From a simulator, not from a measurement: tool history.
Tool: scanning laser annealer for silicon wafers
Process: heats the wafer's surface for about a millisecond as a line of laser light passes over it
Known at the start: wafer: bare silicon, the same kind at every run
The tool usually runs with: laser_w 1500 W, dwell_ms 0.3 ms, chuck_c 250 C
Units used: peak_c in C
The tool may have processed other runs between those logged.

run     day  laser_w  dwell_ms  chuck_c  peak_c
  1       0     1500       0.3      250    1005
  2   0.446     1500       0.3      250    1006
  3   1.204     1500       0.3      286    1042
  4   1.675     1500       0.3      250    1003
  5   2.417     1500       0.3      250    1001
  6   3.288     1500       0.3      250    1004
  7   4.012     1500       0.3      250    1001
  8   4.929     1500       0.3      250    1005
  9   5.371     1500       0.3      250     999
 10   5.821     1500       0.3      271    1019
 11   6.808     1500       0.3      271    1024
 12   7.467     1500       0.3      271    1018
      7.721  -- optics aligned, line set to its width
 13   8.508     1500       0.3      271    1015
 14   9.246     1500       0.3      271    1013
 15   9.721     1500       0.3      250     996
 16  10.396     1296     0.218      218     737
 17  10.862     1416     0.212      258     834
 18  11.625     1638     0.346      283    1183
 19  12.496     1586       0.3      250    1047
     13.142  -- optics aligned, line set to its width, once more
 20  13.575     1612     0.267      230    1010
 21  14.104     1460       0.3      250     977
 22  14.796     1460       0.3      250     977
 23  15.654     1539      0.33      250    1063
 24  16.575     1445     0.373      224    1029
 25  17.196     1343     0.373      289    1020
 26  17.675     1330     0.216      259     800
 27  18.262     1330     0.216      259     798
 28  18.942     1391     0.294      217     891
 29   19.65     1647     0.262      284    1074

Consider 5 possible next runs. They are alternatives, not a sequence: every one starts from the tool as it was left by run 29. What does each give?
  A  20.217     1407     0.367      226       ?
  B  20.217     1623     0.216      210       ?
  C  20.217     1345     0.262      236       ?
  D  20.217     1500       0.3      240       ?
  E  20.217     1500     0.377      250       ?

run  peak_c
  A     991
  B     908
  C     840
  D     989
  E    1094
With the hidden condition removed and each run's random variation left untouched, the same runs would have given:
run  peak_c
  A    1022
  B     936
  C     864
  D    1019
  E    1127
